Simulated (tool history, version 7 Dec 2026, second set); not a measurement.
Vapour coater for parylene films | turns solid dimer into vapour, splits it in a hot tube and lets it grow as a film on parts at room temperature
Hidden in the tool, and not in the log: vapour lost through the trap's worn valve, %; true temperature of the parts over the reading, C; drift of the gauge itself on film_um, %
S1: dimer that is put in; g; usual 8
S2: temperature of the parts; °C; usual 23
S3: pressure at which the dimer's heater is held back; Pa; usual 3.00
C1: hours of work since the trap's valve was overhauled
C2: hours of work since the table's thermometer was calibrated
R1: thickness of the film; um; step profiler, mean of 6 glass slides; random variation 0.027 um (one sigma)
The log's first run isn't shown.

run,hour,S1,S2,S3,C1,C2,R1
2,28.4,8,23,6.85,14,618,2.67
3,54.1,8,19,3.00,27,631,3.56
4,85.9,8,19,3.00,43,647,3.57
5,125.5,8,23,6.79,62,667,2.63
6,146.7,8,23,2.19,73,677,3.27
7,164.0,3,23,2.19,82,686,1.19
8,192.2,3,19,2.19,96,700,1.31
9,220.6,3,19,2.19,110,714,1.30
10,254.2,3,19,2.19,126,731,1.29
11,288.3,3,19,2.19,143,748,1.27
12,326.4,3,24,2.19,162,767,1.14
13,356.2,3,24,2.19,177,781,1.14
14,388.2,3,32,2.19,193,797,0.79
15,404.4,3,25,2.19,201,805,1.07
16,433.3,3,25,2.19,216,820,1.07
17,472.5,3,25,2.19,235,839,1.08
18,498.0,3,25,2.19,248,852,1.06
19,520.6,3,25,2.19,259,863,1.08
20,542.6,8,23,2.11,270,874,3.10
21,579.3,8,23,2.11,288,892,3.15
22,597.0,8,23,2.11,297,901,3.12

The next listed run, before its measurement:
23,622.3,8,23,2.11,310,914,?

{"run 23": {"R1": 3.1}}
Without the tool's hidden state the same run would have given R1 3.36 um.

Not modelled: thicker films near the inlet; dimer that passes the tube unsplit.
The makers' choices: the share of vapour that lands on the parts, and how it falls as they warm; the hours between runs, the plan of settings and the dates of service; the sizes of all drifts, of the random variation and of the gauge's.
